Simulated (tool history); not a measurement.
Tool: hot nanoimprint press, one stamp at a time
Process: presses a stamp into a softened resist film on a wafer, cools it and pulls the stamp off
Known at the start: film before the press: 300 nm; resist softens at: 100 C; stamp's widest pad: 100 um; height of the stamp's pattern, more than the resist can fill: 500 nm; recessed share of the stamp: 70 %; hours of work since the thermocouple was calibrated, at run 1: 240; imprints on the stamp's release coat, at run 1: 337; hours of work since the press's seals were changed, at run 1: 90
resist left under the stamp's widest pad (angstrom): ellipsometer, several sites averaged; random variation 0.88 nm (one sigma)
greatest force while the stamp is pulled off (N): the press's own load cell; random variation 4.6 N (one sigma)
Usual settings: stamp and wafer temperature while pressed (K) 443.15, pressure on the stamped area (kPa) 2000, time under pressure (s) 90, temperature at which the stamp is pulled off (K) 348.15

| run | hour | stamp and wafer temperature while pressed (K) | pressure on the stamped area (kPa) | time under pressure (s) | temperature at which the stamp is pulled off (K) | hours of work since the thermocouple was calibrated | imprints on the stamp's release coat | hours of work since the press's seals were changed | resist left under the stamp's widest pad (angstrom) | greatest force while the stamp is pulled off (N) |
|---|---|---|---|---|---|---|---|---|---|---|
| 1 | 0 | 443.15 | 2000 | 90 | 348.15 | 240 | 337 | 90 | 1548 | 245 |
| 2 | 4.5 | 443.15 | 2000 | 125 | 348.15 | 242 | 352 | 92 | 1382 | 248 |
| 3 | 8.2 | 443.15 | 2000 | 125 | 348.15 | 244 | 365 | 94 | 1397 | 256 |
| 4 | 13.5 | 443.15 | 2310 | 90 | 348.15 | 247 | 383 | 96 | 1463 | 248 |
| 5 | 18.1 | 443.15 | 2310 | 90 | 348.15 | 249 | 398 | 98 | 1445 | 255 |
| 6 | 22 | 443.15 | 2000 | 90 | 348.15 | 251 | 412 | 100 | 1559 | 255 |
| 7 | 31.2 | 443.15 | 2000 | 90 | 348.15 | 255 | 443 | 105 | 1570 | 263 |
| 8 | 36.6 | 448.15 | 2000 | 90 | 348.15 | 258 | 461 | 107 | 1243 | 250 |
| 9 | 45.1 | 443.15 | 2000 | 90 | 348.15 | 262 | 490 | 111 | 1558 | 262 |
| 10 | 50.9 | 443.15 | 2000 | 90 | 348.15 | 265 | 509 | 114 | 1554 | 260 |
| 11 | 59.6 | 443.15 | 2000 | 130 | 348.15 | 269 | 539 | 118 | 1395 | 262 |
| 12 | 66 | 443.15 | 2000 | 130 | 348.15 | 272 | 560 | 122 | 1393 | 261 |
| 13 | 74.2 | 443.15 | 2000 | 130 | 348.15 | 276 | 588 | 126 | 1379 | 267 |
| 14 | 82 | 443.15 | 2000 | 130 | 348.15 | 280 | 615 | 129 | 1376 | 260 |
| 15 | 88 | 443.15 | 2000 | 90 | 348.15 | 283 | 635 | 132 | 1562 | 266 |
| 16 | 93.6 | 432.15 | 2000 | 80 | 348.15 | 286 | 654 | 135 | 2415 | 275 |
| 17 | 99.2 | 432.15 | 1780 | 80 | 348.15 | 288 | 673 | 138 | 2481 | 274 |
| 18 | 107.9 | 444.15 | 3190 | 130 | 355.15 | 293 | 702 | 142 | 1030 | 234 |
| 19 | 113.7 | 443.15 | 2000 | 90 | 355.15 | 296 | 722 | 145 | 1563 | 242 |
| 20 | 117.7 | 443.15 | 2630 | 90 | 355.15 | 297 | 736 | 147 | 1354 | 236 |
| 21 | 125 | 438.15 | 2000 | 50 | 334.15 | 301 | 760 | 150 | 2214 | 348 |
| 22 | 134.2 | 435.15 | 2000 | 90 | 337.15 | 305 | 791 | 155 | 2164 | 336 |
| 23 | 142.6 | 435.15 | 2000 | 90 | 337.15 | 310 | 820 | 159 | 2135 | 353 |
| 24 | 149.1 | 437.15 | 2000 | 92 | 337.15 | 313 | 842 | 162 | 1983 | 343 |
| 25 | 156 | 443.15 | 2000 | 62 | 337.15 | 316 | 865 | 165 | 1754 | 348 |
| 26 | 164.3 | 443.15 | 2000 | 119 | 340.15 | 320 | 893 | 169 | 1428 | 334 |
| 27 | 168 | 443.15 | 2000 | 125 | 348.15 | 322 | 906 | 171 | 1412 | 286 |
| 28 | 175.7 | 454.15 | 3050 | 75 | 348.15 | 326 | 932 | 175 | 800 | 298 |
|  | 183.5 | stamp cleaned and given a new release coat |
| 29 | 189.4 | 454.15 | 3050 | 75 | 348.15 | 329 | 20 | 179 | 816 | 225 |

5 ways to go on from here, each from the tool as it stands after run 29. What would each give?
| A | 198 | 436.15 | 1310 | 90 | 347.15 | 334 | 49 | 183 | ? | ? |
| B | 198 | 443.15 | 2000 | 49 | 348.15 | 334 | 49 | 183 | ? | ? |
| C | 198 | 433.15 | 1790 | 67 | 348.15 | 334 | 49 | 183 | ? | ? |
| D | 198 | 449.15 | 2050 | 146 | 348.15 | 334 | 49 | 183 | ? | ? |
| E | 198 | 451.15 | 3030 | 94 | 348.15 | 334 | 49 | 183 | ? | ? |

| run | resist left under the stamp's widest pad (angstrom) | greatest force while the stamp is pulled off (N) |
|---|---|---|
| A | 2374 | 227 |
| B | 1873 | 230 |
| C | 2493 | 229 |
| D | 984 | 235 |
| E | 857 | 232 |
Without the tool's hidden state the same runs would have given:
| run | resist left under the stamp's widest pad (angstrom) | greatest force while the stamp is pulled off (N) |
|---|---|---|
| A | 2333 | 221 |
| B | 1824 | 224 |
| C | 2454 | 223 |
| D | 952 | 229 |
| E | 828 | 226 |
